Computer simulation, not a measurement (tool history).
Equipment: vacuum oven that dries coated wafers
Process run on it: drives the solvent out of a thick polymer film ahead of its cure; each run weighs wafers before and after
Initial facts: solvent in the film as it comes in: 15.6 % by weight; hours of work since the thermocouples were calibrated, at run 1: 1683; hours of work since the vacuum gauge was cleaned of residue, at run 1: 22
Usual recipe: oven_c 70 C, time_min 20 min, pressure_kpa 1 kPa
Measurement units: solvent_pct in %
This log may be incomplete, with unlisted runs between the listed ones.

run	hour	oven_c	time_min	pressure_kpa	hours of work since the thermocouples were calibrated	hours of work since the vacuum gauge was cleaned of residue	solvent_pct
1	0	70	20	1	1683	22	1.68
2	9.5	70	20	1	1689	28	1.67
3	20.6	70	20	2.77	1697	36	3.7
4	32.8	70	20	2.77	1705	44	3.65
5	39.8	70	20	2.77	1709	48	3.72
6	46.6	70	20	2.77	1714	53	3.72
7	54.8	70	20	0.94	1719	58	1.63
8	63.2	70	29	1	1725	64	1.38
9	72.5	70	29	1	1731	70	1.4
10	80.4	70	29	1	1736	75	1.3
11	91	70	29	1	1743	82	1.34
12	97.7	70	29	1	1747	86	1.36
13	105.9	70	20	1	1753	92	1.78
14	114.7	75	20	1	1758	97	1.24
15	121.6	70	20	1	1763	102	1.69
16	131	72	20	1	1769	108	1.5
17	136.5	72	20	1	1773	112	1.49
18	146.6	72	20	1	1779	118	1.52
19	154.3	70	20	1	1784	123	1.66
# hour 158.6: oven's thermocouples calibrated
20	168.4	70	20	1	6	131	1.53
21	181.1	70	20	1	15	139	1.58
22	193.8	70	20	1	23	148	1.65
23	200.9	70	20	1	28	152	1.64
24	211.5	64	20	2.66	35	159	4.58
25	218.7	77	16	0.69	39	164	0.9
26	227.8	77	16	0.69	45	170	0.94
27	240.5	77	16	0.69	54	178	0.96
28	253.4	77	22	0.69	62	187	0.67
29	266.1	75	27	1.01	70	195	1.01
30	273.9	57	22	1.81	76	200	5.16
31	282	69	33	1.07	81	206	1.31
32	291.9	55	22	0.82	87	212	3.85
33	298.5	76	29	1.31	92	216	1.13
34	309.3	78	33	0.52	99	223	0.48
35	314.7	70	20	1	102	227	1.66
36	326.8	70	33	1.14	110	235	1.32
37	332.3	57	10	2.06	114	239	8.3
38	338.8	84	12	0.84	118	243	0.84
39	346.2	61	20	2	123	248	4.61
40	355	70	21	1.04	129	253	1.62
41	366	80	19	1	136	261	0.9
42	372.3	80	19	1	140	265	0.85
43	377.7	67	25	1.47	144	268	2.31
44	387.2	67	25	1.47	150	274	2.25
45	394.9	81	25	1.02	155	279	0.8
46	403.6	66	19	0.53	161	285	1.7

Forecast each of these 3 alternatives for the next run:
A	411.3	67	30	0.57	166	290	?
B	411.3	83	27	0.56	166	290	?
C	411.3	65	19	1.52	166	290	?

run	solvent_pct
A	0.9
B	0.39
C	3.2
Without the tool's unlogged condition, the same runs would have read:
run	solvent_pct
A	0.75
B	0.33
C	2.99
